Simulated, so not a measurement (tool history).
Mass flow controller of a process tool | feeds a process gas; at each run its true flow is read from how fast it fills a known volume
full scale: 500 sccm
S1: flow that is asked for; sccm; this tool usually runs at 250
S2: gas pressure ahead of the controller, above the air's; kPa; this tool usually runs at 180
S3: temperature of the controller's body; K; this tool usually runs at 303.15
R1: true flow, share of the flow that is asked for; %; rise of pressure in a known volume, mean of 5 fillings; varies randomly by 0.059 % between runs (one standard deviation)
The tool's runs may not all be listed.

run	hour	S1	S2	S3	R1
1	0	250	180	303.15	99.35
2	50.4	250	180	303.15	99.25
3	125.1	250	180	303.15	99.44
4	175.4	250	180	303.15	99.45
5	248.6	250	180	303.15	99.41
6	350.7	250	180	296.15	99.01
7	400.3	250	180	296.15	99.08
8	451.6	250	180	296.15	98.92
9	549.5	250	180	296.15	99.14
10	609.5	184	221	296.15	98.95
11	681.3	90	197	310.15	100.25
# hour 691.5: controller's zero set anew
12	756.5	90	197	310.15	101.56
13	804.5	463	257	301.15	100.07
14	908.3	250	259	302.15	99.72
15	979.3	257	251	296.15	99.26

5 ways to go on from here, each from the tool as it stands after run 15. What would each give?
# hour 1030.7: controller's zero set anew, once more
A	1048.8	154	180	303.15	?
# hour 1030.7: controller's zero set anew, once more
B	1048.8	250	180	294.15	?
# hour 1030.7: controller's zero set anew, once more
C	1048.8	163	260	303.15	?
# hour 1030.7: controller's zero set anew, once more
D	1048.8	257	251	312.15	?
# hour 1030.7: controller's zero set anew, once more
E	1048.8	257	197	296.15	?

run	R1
A	98.32
B	98.33
C	98.18
D	99.1
E	98.28
The same runs, with their run-to-run variation unchanged, on a tool lacking any hidden condition would have given:
run	R1
A	98.68
B	98.7
C	98.53
D	99.48
E	98.66
